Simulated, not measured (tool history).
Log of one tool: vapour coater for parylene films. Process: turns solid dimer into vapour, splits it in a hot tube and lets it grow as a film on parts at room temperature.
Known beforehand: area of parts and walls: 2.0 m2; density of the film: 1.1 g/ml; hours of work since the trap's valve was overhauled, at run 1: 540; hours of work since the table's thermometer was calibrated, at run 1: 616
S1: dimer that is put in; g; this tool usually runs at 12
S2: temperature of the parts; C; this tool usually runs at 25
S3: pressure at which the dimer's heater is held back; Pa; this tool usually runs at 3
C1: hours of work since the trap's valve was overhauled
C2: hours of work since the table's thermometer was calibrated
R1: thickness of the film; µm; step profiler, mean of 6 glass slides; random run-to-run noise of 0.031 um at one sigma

{"run": 1, "hour": 0.0, "S1": 12, "S2": 25, "S3": 3, "C1": 540, "C2": 616, "R1": 2.97}
{"run": 2, "hour": 31.2, "S1": 12, "S2": 20, "S3": 3, "C1": 565, "C2": 641, "R1": 3.3}
{"run": 3, "hour": 62.3, "S1": 12, "S2": 20, "S3": 3, "C1": 589, "C2": 665, "R1": 3.25}
{"run": 4, "hour": 98.6, "S1": 12, "S2": 20, "S3": 3, "C1": 618, "C2": 694, "R1": 3.23}
{"run": 5, "hour": 154.5, "S1": 12, "S2": 20, "S3": 3, "C1": 662, "C2": 738, "R1": 3.18}
{"run": 6, "hour": 189.1, "S1": 12, "S2": 25, "S3": 3, "C1": 689, "C2": 765, "R1": 2.94}
{"hour": 197.1, "done": "trap's valve overhauled"}
{"run": 7, "hour": 232.1, "S1": 12, "S2": 25, "S3": 3, "C1": 28, "C2": 796, "R1": 2.9}
{"run": 8, "hour": 269.4, "S1": 12, "S2": 25, "S3": 7.58, "C1": 57, "C2": 825, "R1": 2.38}
{"run": 9, "hour": 302.5, "S1": 9, "S2": 25, "S3": 7.58, "C1": 83, "C2": 851, "R1": 1.77}
{"run": 10, "hour": 346.7, "S1": 9, "S2": 25, "S3": 7.58, "C1": 118, "C2": 886, "R1": 1.8}
{"run": 11, "hour": 376.9, "S1": 12, "S2": 25, "S3": 3, "C1": 142, "C2": 910, "R1": 2.94}
{"run": 12, "hour": 414.0, "S1": 12, "S2": 25, "S3": 3, "C1": 171, "C2": 939, "R1": 2.95}
{"run": 13, "hour": 454.4, "S1": 12, "S2": 25, "S3": 3, "C1": 203, "C2": 971, "R1": 2.97}
{"run": 14, "hour": 500.6, "S1": 12, "S2": 25, "S3": 3, "C1": 239, "C2": 1008, "R1": 3.03}
{"run": 15, "hour": 526.5, "S1": 12, "S2": 25, "S3": 3, "C1": 260, "C2": 1028, "R1": 2.92}
{"run": 16, "hour": 553.8, "S1": 12, "S2": 25, "S3": 3, "C1": 281, "C2": 1050, "R1": 3.02}
{"run": 17, "hour": 593.2, "S1": 12, "S2": 25, "S3": 3, "C1": 312, "C2": 1081, "R1": 2.93}
{"run": 18, "hour": 647.0, "S1": 12, "S2": 25, "S3": 3, "C1": 355, "C2": 1123, "R1": 2.9}
{"run": 19, "hour": 695.8, "S1": 12, "S2": 25, "S3": 3, "C1": 393, "C2": 1162, "R1": 2.98}
{"run": 20, "hour": 737.5, "S1": 12, "S2": 36, "S3": 3, "C1": 426, "C2": 1195, "R1": 2.38}
{"run": 21, "hour": 764.6, "S1": 12, "S2": 36, "S3": 3, "C1": 448, "C2": 1216, "R1": 2.35}
{"run": 22, "hour": 807.4, "S1": 12, "S2": 25, "S3": 8.45, "C1": 481, "C2": 1250, "R1": 2.31}
{"run": 23, "hour": 847.6, "S1": 12, "S2": 25, "S3": 8.45, "C1": 513, "C2": 1281, "R1": 2.36}
{"run": 24, "hour": 902.3, "S1": 12, "S2": 25, "S3": 11.84, "C1": 556, "C2": 1325, "R1": 2.13}
{"run": 25, "hour": 928.1, "S1": 12, "S2": 21, "S3": 3, "C1": 577, "C2": 1345, "R1": 3.21}
{"run": 26, "hour": 959.9, "S1": 15, "S2": 17, "S3": 6.73, "C1": 602, "C2": 1370, "R1": 3.57}
{"run": 27, "hour": 990.8, "S1": 9, "S2": 17, "S3": 6.73, "C1": 626, "C2": 1394, "R1": 2.17}
{"run": 28, "hour": 1022.5, "S1": 7, "S2": 32, "S3": 11.3, "C1": 651, "C2": 1419, "R1": 1.11}
{"run": 29, "hour": 1068.4, "S1": 7, "S2": 32, "S3": 11.3, "C1": 687, "C2": 1456, "R1": 1.1}
{"hour": 1077.2, "done": "trap's valve overhauled"}
{"run": 30, "hour": 1104.5, "S1": 8, "S2": 17, "S3": 8.43, "C1": 22, "C2": 1481, "R1": 1.76}
{"run": 31, "hour": 1128.5, "S1": 8, "S2": 17, "S3": 8.43, "C1": 40, "C2": 1500, "R1": 1.8}
{"run": 32, "hour": 1179.2, "S1": 11, "S2": 22, "S3": 2.08, "C1": 80, "C2": 1540, "R1": 3.13}
{"run": 33, "hour": 1234.7, "S1": 13, "S2": 35, "S3": 2.18, "C1": 124, "C2": 1584, "R1": 2.87}
{"run": 34, "hour": 1288.2, "S1": 9, "S2": 35, "S3": 2.18, "C1": 166, "C2": 1626, "R1": 2.02}
{"run": 35, "hour": 1313.2, "S1": 12, "S2": 29, "S3": 3, "C1": 186, "C2": 1646, "R1": 2.72}
{"run": 36, "hour": 1355.4, "S1": 12, "S2": 29, "S3": 3, "C1": 219, "C2": 1679, "R1": 2.75}
{"run": 37, "hour": 1393.4, "S1": 5, "S2": 29, "S3": 4.81, "C1": 249, "C2": 1709, "R1": 1.03}
{"run": 38, "hour": 1445.8, "S1": 12, "S2": 30, "S3": 6.26, "C1": 291, "C2": 1750, "R1": 2.29}
{"run": 39, "hour": 1471.0, "S1": 10, "S2": 30, "S3": 4.75, "C1": 311, "C2": 1770, "R1": 1.98}
{"run": 40, "hour": 1505.0, "S1": 10, "S2": 27, "S3": 3, "C1": 337, "C2": 1797, "R1": 2.33}
{"run": 41, "hour": 1560.1, "S1": 10, "S2": 31, "S3": 2.02, "C1": 381, "C2": 1840, "R1": 2.46}
{"run": 42, "hour": 1616.6, "S1": 11, "S2": 31, "S3": 2.02, "C1": 425, "C2": 1885, "R1": 2.64}
{"run": 43, "hour": 1662.5, "S1": 10, "S2": 32, "S3": 3, "C1": 462, "C2": 1921, "R1": 2.13}
{"run": 44, "hour": 1712.7, "S1": 19, "S2": 35, "S3": 5.44, "C1": 501, "C2": 1961, "R1": 3.34}
{"run": 45, "hour": 1754.3, "S1": 9, "S2": 21, "S3": 4.25, "C1": 534, "C2": 1993, "R1": 2.27}
{"run": 46, "hour": 1778.1, "S1": 22, "S2": 26, "S3": 3, "C1": 553, "C2": 2012, "R1": 5.37}
{"run": 47, "hour": 1816.4, "S1": 22, "S2": 26, "S3": 3, "C1": 583, "C2": 2042, "R1": 5.28}
{"hour": 1821.9, "done": "table's thermometer calibrated"}
{"run": 48, "hour": 1844.2, "S1": 14, "S2": 20, "S3": 7.56, "C1": 604, "C2": 18, "R1": 3.03}

Alternative continuations, all from the tool just after run 48; predict every row:
{"run": "A", "hour": 1882.0, "S1": 12, "S2": 29, "S3": 3, "C1": 634, "C2": 47, "R1": "?"}
{"run": "B", "hour": 1882.0, "S1": 12, "S2": 20, "S3": 3, "C1": 634, "C2": 47, "R1": "?"}
{"run": "C", "hour": 1882.0, "S1": 13, "S2": 18, "S3": 2.92, "C1": 634, "C2": 47, "R1": "?"}

run=A R1=2.76
run=B R1=3.25
run=C R1=3.7
Stripped of hidden state, with their random variation kept, the same runs would have yielded:
run=A R1=2.77
run=B R1=3.27
run=C R1=3.72
